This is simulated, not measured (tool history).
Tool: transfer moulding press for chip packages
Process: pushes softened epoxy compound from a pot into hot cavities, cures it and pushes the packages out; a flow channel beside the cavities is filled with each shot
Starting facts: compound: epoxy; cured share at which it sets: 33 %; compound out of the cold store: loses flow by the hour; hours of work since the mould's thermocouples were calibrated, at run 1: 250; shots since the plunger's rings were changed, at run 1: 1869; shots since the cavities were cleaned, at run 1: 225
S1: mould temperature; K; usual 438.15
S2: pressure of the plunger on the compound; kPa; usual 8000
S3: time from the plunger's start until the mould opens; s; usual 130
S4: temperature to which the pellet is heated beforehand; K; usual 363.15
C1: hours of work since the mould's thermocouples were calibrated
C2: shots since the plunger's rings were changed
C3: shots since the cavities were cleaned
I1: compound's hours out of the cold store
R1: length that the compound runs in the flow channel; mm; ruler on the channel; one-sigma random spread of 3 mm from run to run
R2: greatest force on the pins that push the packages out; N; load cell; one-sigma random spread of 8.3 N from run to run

{"run": 1, "day": 0.0, "S1": 438.15, "S2": 8000, "S3": 130, "S4": 363.15, "C1": 250, "C2": 1869, "C3": 225, "I1": 22.0, "R1": 942, "R2": 485}
{"run": 2, "day": 1.317, "S1": 438.15, "S2": 8000, "S3": 130, "S4": 363.15, "C1": 267, "C2": 2121, "C3": 477, "I1": 33.2, "R1": 870, "R2": 481}
{"day": 2.358, "done": "cavities cleaned with cleaning compound and waxed"}
{"run": 3, "day": 2.517, "S1": 438.15, "S2": 8450, "S3": 130, "S4": 363.15, "C1": 281, "C2": 2339, "C3": 30, "I1": 28.6, "R1": 921, "R2": 490}
{"run": 4, "day": 3.204, "S1": 438.15, "S2": 8000, "S3": 130, "S4": 363.15, "C1": 290, "C2": 2471, "C3": 162, "I1": 39.5, "R1": 838, "R2": 475}
{"run": 5, "day": 4.0, "S1": 438.15, "S2": 8000, "S3": 130, "S4": 363.15, "C1": 301, "C2": 2623, "C3": 314, "I1": 33.4, "R1": 873, "R2": 483}
{"run": 6, "day": 4.9, "S1": 438.15, "S2": 8000, "S3": 130, "S4": 363.15, "C1": 312, "C2": 2796, "C3": 487, "I1": 40.1, "R1": 835, "R2": 485}
{"day": 5.933, "done": "cavities cleaned with cleaning compound and waxed"}
{"run": 7, "day": 5.933, "S1": 438.15, "S2": 8000, "S3": 130, "S4": 363.15, "C1": 325, "C2": 2981, "C3": 0, "I1": 27.3, "R1": 910, "R2": 491}
{"run": 8, "day": 6.812, "S1": 438.15, "S2": 8410, "S3": 130, "S4": 363.15, "C1": 336, "C2": 3150, "C3": 169, "I1": 41.1, "R1": 850, "R2": 471}
{"run": 9, "day": 7.592, "S1": 438.15, "S2": 8000, "S3": 130, "S4": 363.15, "C1": 346, "C2": 3299, "C3": 318, "I1": 43.4, "R1": 822, "R2": 459}
{"run": 10, "day": 8.496, "S1": 438.15, "S2": 8000, "S3": 130, "S4": 363.15, "C1": 358, "C2": 3473, "C3": 492, "I1": 34.9, "R1": 861, "R2": 461}
{"day": 9.462, "done": "cavities cleaned with cleaning compound and waxed"}
{"run": 11, "day": 9.508, "S1": 438.15, "S2": 8000, "S3": 130, "S4": 363.15, "C1": 370, "C2": 3655, "C3": 9, "I1": 35.6, "R1": 861, "R2": 471}
{"run": 12, "day": 10.288, "S1": 438.15, "S2": 8000, "S3": 130, "S4": 363.15, "C1": 381, "C2": 3804, "C3": 158, "I1": 42.2, "R1": 824, "R2": 465}
{"run": 13, "day": 11.471, "S1": 438.15, "S2": 8000, "S3": 130, "S4": 363.15, "C1": 396, "C2": 4031, "C3": 385, "I1": 28.9, "R1": 898, "R2": 486}
{"run": 14, "day": 12.471, "S1": 431.15, "S2": 8000, "S3": 130, "S4": 363.15, "C1": 409, "C2": 4223, "C3": 577, "I1": 10.2, "R1": 1051, "R2": 907}
{"day": 12.812, "done": "plunger's sealing rings changed"}
{"day": 13.062, "done": "cavities cleaned with cleaning compound and waxed"}
{"run": 15, "day": 13.829, "S1": 436.15, "S2": 8990, "S3": 112, "S4": 367.15, "C1": 424, "C2": 182, "C3": 146, "I1": 10.4, "R1": 1081, "R2": 807}
{"run": 16, "day": 14.9, "S1": 436.15, "S2": 8990, "S3": 112, "S4": 367.15, "C1": 438, "C2": 388, "C3": 352, "I1": 13.6, "R1": 1070, "R2": 795}
{"run": 17, "day": 16.171, "S1": 438.15, "S2": 9660, "S3": 121, "S4": 363.15, "C1": 455, "C2": 631, "C3": 595, "I1": 30.0, "R1": 980, "R2": 548}
{"day": 16.5, "done": "mould's thermocouples calibrated"}
{"day": 16.729, "done": "cavities cleaned with cleaning compound and waxed"}
{"run": 18, "day": 17.442, "S1": 435.15, "S2": 6990, "S3": 158, "S4": 362.15, "C1": 11, "C2": 847, "C3": 136, "I1": 22.4, "R1": 892, "R2": 445}
{"run": 19, "day": 18.65, "S1": 437.15, "S2": 6760, "S3": 111, "S4": 367.15, "C1": 27, "C2": 1079, "C3": 368, "I1": 24.9, "R1": 844, "R2": 685}
{"run": 20, "day": 19.388, "S1": 446.15, "S2": 8000, "S3": 133, "S4": 363.15, "C1": 37, "C2": 1220, "C3": 509, "I1": 26.4, "R1": 876, "R2": 399}
{"day": 20.304, "done": "cavities cleaned with cleaning compound and waxed"}
{"run": 21, "day": 20.746, "S1": 438.15, "S2": 9030, "S3": 130, "S4": 363.15, "C1": 53, "C2": 1468, "C3": 85, "I1": 26.5, "R1": 972, "R2": 492}
{"run": 22, "day": 21.854, "S1": 438.15, "S2": 8000, "S3": 130, "S4": 363.15, "C1": 68, "C2": 1680, "C3": 297, "I1": 8.6, "R1": 1026, "R2": 523}
{"run": 23, "day": 22.721, "S1": 439.15, "S2": 9270, "S3": 127, "S4": 359.15, "C1": 79, "C2": 1846, "C3": 463, "I1": 18.3, "R1": 1035, "R2": 484}
{"day": 23.821, "done": "cavities cleaned with cleaning compound and waxed"}
{"run": 24, "day": 23.858, "S1": 438.15, "S2": 8000, "S3": 126, "S4": 363.15, "C1": 93, "C2": 2053, "C3": 8, "I1": 47.5, "R1": 800, "R2": 489}
{"run": 25, "day": 24.892, "S1": 440.15, "S2": 9670, "S3": 139, "S4": 361.15, "C1": 106, "C2": 2251, "C3": 206, "I1": 18.2, "R1": 1046, "R2": 421}

Forecast run 26:
{"run": 26, "day": 26.175, "S1": 440.15, "S2": 9670, "S3": 139, "S4": 361.15, "C1": 123, "C2": 2497, "C3": 452, "I1": 33.3, "R1": "?", "R2": "?"}

Logged for run 26: R1 951 mm, R2 412 N.
The same run, on a tool lacking any hidden state, would have yielded R1 952 mm, R2 410 N.
